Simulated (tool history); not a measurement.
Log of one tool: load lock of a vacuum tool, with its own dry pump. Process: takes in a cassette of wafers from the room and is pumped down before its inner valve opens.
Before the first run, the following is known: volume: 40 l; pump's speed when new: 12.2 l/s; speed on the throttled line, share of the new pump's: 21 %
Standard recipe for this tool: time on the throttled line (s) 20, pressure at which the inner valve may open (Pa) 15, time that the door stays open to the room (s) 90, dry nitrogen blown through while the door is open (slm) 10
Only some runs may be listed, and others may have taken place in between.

run	hour	time on the throttled line (s)	pressure at which the inner valve may open (Pa)	time that the door stays open to the room (s)	dry nitrogen blown through while the door is open (slm)	incoming humidity of the room's air, %	time from the closed door until the inner valve may open (s)	rise of the pressure with all valves shut (Pa/min)
1	0.0	20	15	90	10	47.4	45.6	0.058
2	51.4	20	15	90	10	43.9	46.0	0.061
3	129.3	20	15	90	10	47.1	45.2	0.061
4	196.1	20	15	90	6	43.7	45.9	0.069
5	259.9	20	15	90	6	41.4	45.8	0.059
6	354.6	20	15	90	6	48.4	46.1	0.066
7	420.2	20	15	90	6	41.6	45.9	0.064
8	490.3	20	18	90	10	47.1	45.2	0.067
9	539.0	20	18	90	10	47.5	45.0	0.061
10	588.1	20	18	90	10	45.0	45.6	0.064
11	661.7	20	18	90	10	44.1	45.1	0.062
12	733.6	20	18	90	10	45.3	44.9	0.070

Run 13, settings as shown, results not yet in. Your forecast:
13	822.5	20	18	116	10	44.7	?	?

time from the closed door until the inner valve may open (s): 45.0
rise of the pressure with all valves shut (Pa/min): 0.074
Were there no unlogged condition in the tool, this run, its random variation unchanged, would have produced time from the closed door until the inner valve may open (s) 43.7, rise of the pressure with all valves shut (Pa/min) 0.051.

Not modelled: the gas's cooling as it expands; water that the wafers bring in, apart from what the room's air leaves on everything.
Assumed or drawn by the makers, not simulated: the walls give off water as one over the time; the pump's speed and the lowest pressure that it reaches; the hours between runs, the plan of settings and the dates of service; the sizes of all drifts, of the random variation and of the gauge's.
